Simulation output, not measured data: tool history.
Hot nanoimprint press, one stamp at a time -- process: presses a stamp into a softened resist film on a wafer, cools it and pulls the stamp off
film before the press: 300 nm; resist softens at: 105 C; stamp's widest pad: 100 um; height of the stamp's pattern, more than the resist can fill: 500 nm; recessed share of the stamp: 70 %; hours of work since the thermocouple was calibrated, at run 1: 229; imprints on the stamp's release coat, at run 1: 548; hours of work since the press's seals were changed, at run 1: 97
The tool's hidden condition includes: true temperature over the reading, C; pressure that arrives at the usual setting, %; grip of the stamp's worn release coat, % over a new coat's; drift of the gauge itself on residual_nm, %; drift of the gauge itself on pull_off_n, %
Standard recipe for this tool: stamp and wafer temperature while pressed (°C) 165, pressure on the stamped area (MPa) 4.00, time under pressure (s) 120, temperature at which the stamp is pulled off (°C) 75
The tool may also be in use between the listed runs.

run	hour	stamp and wafer temperature while pressed (°C)	pressure on the stamped area (MPa)	time under pressure (s)	temperature at which the stamp is pulled off (°C)	hours of work since the thermocouple was calibrated	imprints on the stamp's release coat	hours of work since the press's seals were changed	resist left under the stamp's widest pad (nm)	greatest force while the stamp is pulled off (N)
1	0.0	165	4.00	120	75	229	548	97	123.0	257
2	10.0	165	4.00	120	75	236	584	105	122.2	264
3	26.6	165	2.75	120	75	249	644	118	147.1	271
4	42.3	165	2.75	120	75	261	700	130	145.9	273
5	51.7	165	2.75	120	75	268	734	137	145.8	282
6	65.7	165	4.00	120	73	279	784	148	121.1	280
7	80.6	165	2.99	120	75	291	837	159	139.1	288
8	99.0	165	4.00	120	75	305	903	173	120.4	288
9	119.9	172	4.00	120	75	321	978	189	79.5	298
10	131.1	172	4.00	120	75	330	1018	198	79.9	304
11	142.1	172	4.00	120	75	338	1057	207	80.0	297
# hour 160.2: plate thermocouple calibrated
12	163.0	172	4.00	120	75	2	1121	220	87.7	319
13	173.6	165	4.00	120	75	10	1159	228	131.8	329
14	193.7	175	4.00	120	70	26	1231	244	73.6	346
15	210.0	175	4.00	120	70	38	1290	256	73.4	368
16	228.6	175	4.00	120	70	53	1356	271	72.8	359
17	245.6	175	2.98	182	70	66	1417	284	72.2	364
18	257.8	175	2.98	182	70	75	1461	293	72.0	364
19	275.1	165	4.00	210	81	88	1522	306	104.9	323
20	292.2	168	4.00	106	75	101	1584	320	113.6	358
21	308.7	165	4.00	223	75	114	1643	332	102.1	353
22	321.0	165	4.00	223	75	124	1687	342	101.1	360
23	339.9	160	3.85	153	75	138	1755	356	160.1	373

Run 24 has not been measured yet. What should we expect?
# hour 348.6: stamp cleaned and given a new release coat
24	360.8	160	3.85	153	75	150	44	368	?	?

{"run 24": {"resist left under the stamp's widest pad (nm)": 159.5, "greatest force while the stamp is pulled off (N)": 224}}
If the tool had no hidden condition, the same run with the same run-to-run variation would have returned resist left under the stamp's widest pad (nm) 162.0, greatest force while the stamp is pulled off (N) 222.
